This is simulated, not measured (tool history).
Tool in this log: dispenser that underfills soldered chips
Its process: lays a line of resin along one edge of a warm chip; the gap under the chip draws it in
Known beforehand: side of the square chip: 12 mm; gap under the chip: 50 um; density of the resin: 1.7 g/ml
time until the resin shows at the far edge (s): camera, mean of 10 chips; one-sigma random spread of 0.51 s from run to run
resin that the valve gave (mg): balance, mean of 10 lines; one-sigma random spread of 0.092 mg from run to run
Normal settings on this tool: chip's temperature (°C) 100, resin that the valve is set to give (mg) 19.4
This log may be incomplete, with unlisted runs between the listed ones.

run,hour,chip's temperature (°C),resin that the valve is set to give (mg),time until the resin shows at the far edge (s),resin that the valve gave (mg)
1,0,100,19.4,56.3,19.27
2,4.7,100,19.4,73.5,19.32
3,7,100,19.4,84.4,19.27
4,9.9,100,17.6,102.8,17.66
5,12.7,100,17.6,117.8,17.35
# hour 13.3: new syringe of resin
6,16.9,100,17.6,52.1,17.28
7,20.9,100,17.6,67,17.31
8,24.8,97,19.4,89,19.02
9,29.6,100,22.2,104.6,21.57
# hour 31.7: new syringe of resin
10,32.3,100,19.4,43.3,18.9
11,34.7,100,21.2,50.3,20.74
12,39.4,96,21.2,74.8,20.82
13,41.9,96,21.2,84.7,20.77
14,44.8,96,21.2,100.3,20.57
15,47.7,100,19.4,105.7,18.74
# hour 50.4: new syringe of resin
16,50.8,100,18.3,45.2,17.65
17,54.2,100,18.3,54.8,17.64
18,58.6,100,19.4,69.6,18.54
19,61.8,100,19.4,82.4,18.67
20,65.4,96,19.4,114.6,18.58
# hour 68.9: new syringe of resin
21,70.3,96,19.4,52.2,18.54
22,74.2,96,19.4,64.7,18.54
23,76.9,96,19.4,76,18.35
24,81.4,103,19.7,78.3,18.66
25,86,113,19.4,77.6,18.31
# hour 87.5: new syringe of resin
26,88.4,110,23.2,32.7,21.86
27,91.1,110,23.2,38,21.96
28,93.7,99,17.8,64.8,16.77
29,96.8,94,23.8,87.2,22.22
30,99.3,107,23.9,66.5,22.44
31,103.1,107,23.9,82.7,22.32
32,105.3,100,22.2,117.1,20.63
# hour 105.9: new syringe of resin
33,108.8,100,22.2,49.3,20.7
34,111.6,94,19.4,70.2,18.1
35,113.6,100,18.9,66.5,17.61
36,117.5,110,25,60.1,23.15

5 ways to go on from here, each from the tool as it stands after run 36. What would each give?
A,120.6,89,25,?,?
B,120.6,114,18.1,?,?
C,120.6,103,25,?,?
D,120.6,109,20.8,?,?
E,120.6,100,25,?,?

run,time until the resin shows at the far edge (s),resin that the valve gave (mg)
A,138.8,22.99
B,65.8,16.85
C,88,23.09
D,72.7,19.04
E,96.2,23.1
Without the tool's unlogged condition, the same runs would have read:
run,time until the resin shows at the far edge (s),resin that the valve gave (mg)
A,59.2,24.91
B,27.8,18.25
C,38.1,25.02
D,30.8,20.63
E,41.2,25.03
